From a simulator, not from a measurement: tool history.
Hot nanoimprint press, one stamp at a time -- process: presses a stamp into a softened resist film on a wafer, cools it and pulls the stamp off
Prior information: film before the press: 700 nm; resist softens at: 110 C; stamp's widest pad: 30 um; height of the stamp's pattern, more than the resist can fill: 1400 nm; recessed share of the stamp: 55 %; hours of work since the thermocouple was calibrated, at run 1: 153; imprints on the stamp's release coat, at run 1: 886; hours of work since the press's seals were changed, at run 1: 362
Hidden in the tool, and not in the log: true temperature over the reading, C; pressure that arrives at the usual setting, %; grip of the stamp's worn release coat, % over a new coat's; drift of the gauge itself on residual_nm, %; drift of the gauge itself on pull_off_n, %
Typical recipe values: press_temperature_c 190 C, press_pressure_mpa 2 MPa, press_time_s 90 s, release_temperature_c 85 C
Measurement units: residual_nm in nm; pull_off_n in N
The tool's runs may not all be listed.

| run | hour | press_temperature_c | press_pressure_mpa | press_time_s | release_temperature_c | hours of work since the thermocouple was calibrated | imprints on the stamp's release coat | hours of work since the press's seals were changed | residual_nm | pull_off_n |
|---|---|---|---|---|---|---|---|---|---|---|
| 1 | 0 | 190 | 2 | 90 | 85 | 153 | 886 | 362 | 256 | 223 |
| 2 | 7.6 | 180 | 2 | 90 | 85 | 159 | 920 | 368 | 410.2 | 211 |
| 3 | 20.9 | 180 | 2 | 90 | 85 | 169 | 979 | 378 | 407.9 | 224 |
| 4 | 29.9 | 180 | 2 | 90 | 85 | 176 | 1019 | 385 | 410.2 | 222 |
| 5 | 36.7 | 190 | 2 | 47 | 85 | 181 | 1049 | 390 | 327.1 | 217 |
| 6 | 46.2 | 190 | 2 | 133 | 85 | 188 | 1091 | 397 | 220.6 | 222 |
| 7 | 60.2 | 190 | 2 | 90 | 85 | 199 | 1153 | 408 | 256.5 | 231 |
| 8 | 70.6 | 190 | 2 | 90 | 85 | 207 | 1200 | 416 | 257 | 225 |
| 9 | 78.5 | 190 | 2 | 90 | 85 | 213 | 1235 | 422 | 255.5 | 230 |
| 10 | 85.4 | 190 | 2 | 90 | 85 | 218 | 1266 | 427 | 258.1 | 243 |
| 11 | 93.2 | 190 | 2 | 90 | 85 | 224 | 1300 | 433 | 258.4 | 239 |
| 12 | 108.3 | 190 | 2 | 90 | 85 | 236 | 1367 | 445 | 257.7 | 241 |
| 13 | 120.3 | 190 | 2 | 90 | 85 | 245 | 1421 | 454 | 260.1 | 231 |
| 14 | 130.9 | 190 | 2 | 90 | 85 | 253 | 1468 | 462 | 259.2 | 241 |
| 15 | 142.2 | 190 | 2 | 90 | 85 | 262 | 1518 | 471 | 259.4 | 241 |
| 16 | 155.6 | 200 | 1.29 | 83 | 86 | 272 | 1578 | 481 | 211.2 | 240 |
| 17 | 171.7 | 190 | 1.76 | 90 | 85 | 285 | 1650 | 494 | 276.8 | 243 |
| 18 | 179.9 | 190 | 1.76 | 90 | 85 | 291 | 1686 | 500 | 277.1 | 253 |

Estimate the outcome of run 19 from the log above:
| 19 | 188.9 | 190 | 1.58 | 90 | 90 | 298 | 1726 | 507 | ? | ? |

{"run 19": {"residual_nm": 295.8, "pull_off_n": 223}}
With no hidden state in the tool, this same run would have given residual_nm 283 nm, pull_off_n 160 N.
